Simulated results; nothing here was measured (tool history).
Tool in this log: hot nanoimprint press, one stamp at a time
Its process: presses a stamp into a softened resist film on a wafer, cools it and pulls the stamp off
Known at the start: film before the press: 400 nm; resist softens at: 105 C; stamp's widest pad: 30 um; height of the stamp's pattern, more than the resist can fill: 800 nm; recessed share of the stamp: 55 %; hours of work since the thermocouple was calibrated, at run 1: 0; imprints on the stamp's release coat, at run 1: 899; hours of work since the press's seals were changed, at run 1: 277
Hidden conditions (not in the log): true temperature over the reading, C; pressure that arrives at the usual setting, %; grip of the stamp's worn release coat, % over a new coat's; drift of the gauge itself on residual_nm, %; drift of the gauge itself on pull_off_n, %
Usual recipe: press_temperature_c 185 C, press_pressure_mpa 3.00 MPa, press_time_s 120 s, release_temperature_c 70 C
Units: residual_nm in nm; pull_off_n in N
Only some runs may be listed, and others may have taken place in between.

run	hour	press_temperature_c	press_pressure_mpa	press_time_s	release_temperature_c	hours of work since the thermocouple was calibrated	imprints on the stamp's release coat	hours of work since the press's seals were changed	residual_nm	pull_off_n
1	0.0	185	3.00	120	70	0	899	277	179.2	171
2	35.6	185	3.00	120	70	18	1012	295	177.6	172
3	75.3	185	3.00	120	70	38	1137	315	180.7	172
4	102.4	185	3.00	120	70	52	1223	329	180.0	169
5	157.1	185	3.00	120	70	80	1397	357	182.4	173
6	184.3	185	3.00	120	70	94	1483	370	178.9	175
7	214.6	185	3.00	120	71	109	1579	386	180.5	172
8	246.6	180	3.00	120	71	125	1681	402	218.1	166
9	299.2	180	3.00	120	71	152	1847	429	222.1	166
10	333.7	180	3.00	120	71	170	1957	446	221.1	172
# hour 353.3: stamp cleaned and given a new release coat
11	403.2	185	3.00	120	70	202	158	479	177.5	168
12	460.4	185	3.00	120	70	231	339	508	179.3	172
13	500.8	178	3.00	120	70	252	467	528	236.4	171
# hour 543.8: plate thermocouple calibrated
14	559.0	185	2.12	120	70	8	642	556	202.8	173
15	588.0	185	3.00	120	70	22	734	571	179.5	166
16	637.6	181	3.31	165	76	48	892	596	179.7	156
17	681.5	193	4.62	90	59	70	1031	619	118.0	197
18	744.4	193	4.62	90	59	102	1230	651	118.0	191
19	796.7	191	4.62	90	60	129	1396	677	127.6	192
20	828.8	185	3.34	120	62	145	1498	694	172.6	193
21	887.1	185	3.34	120	62	175	1683	723	172.9	194
22	928.6	177	4.35	120	60	196	1814	744	215.9	194
23	957.8	177	2.05	120	75	211	1907	759	279.0	162
24	983.9	197	3.00	108	59	224	1990	772	111.6	196
# hour 995.3: stamp cleaned and given a new release coat
25	1040.6	197	1.89	108	58	250	143	798	141.3	199
# hour 1086.5: plate thermocouple calibrated
26	1104.5	197	1.89	108	58	9	336	829	139.1	195
27	1148.0	197	1.89	108	58	31	474	851	139.8	199
28	1209.5	197	1.89	108	64	63	670	883	141.5	184
# hour 1236.5: press's hydraulic seals changed and the load cell set to zero
29	1261.8	197	4.36	89	64	85	810	13	103.1	189

5 ways to go on from here, each from the tool as it stands after run 29. What would each give?
A	1304.6	185	3.00	120	66	107	946	35	?	?
B	1304.6	195	3.00	120	68	107	946	35	?	?
C	1304.6	179	3.00	130	68	107	946	35	?	?
D	1304.6	185	3.00	120	56	107	946	35	?	?
E	1304.6	178	3.00	120	70	107	946	35	?	?

run	residual_nm	pull_off_n
A	179.4	177
B	116.3	173
C	221.6	176
D	180.8	200
E	235.3	178
With no hidden state in the tool, these same runs would have given:
run	residual_nm	pull_off_n
A	179.2	176
B	116.1	173
C	221.3	175
D	180.6	199
E	235.1	177
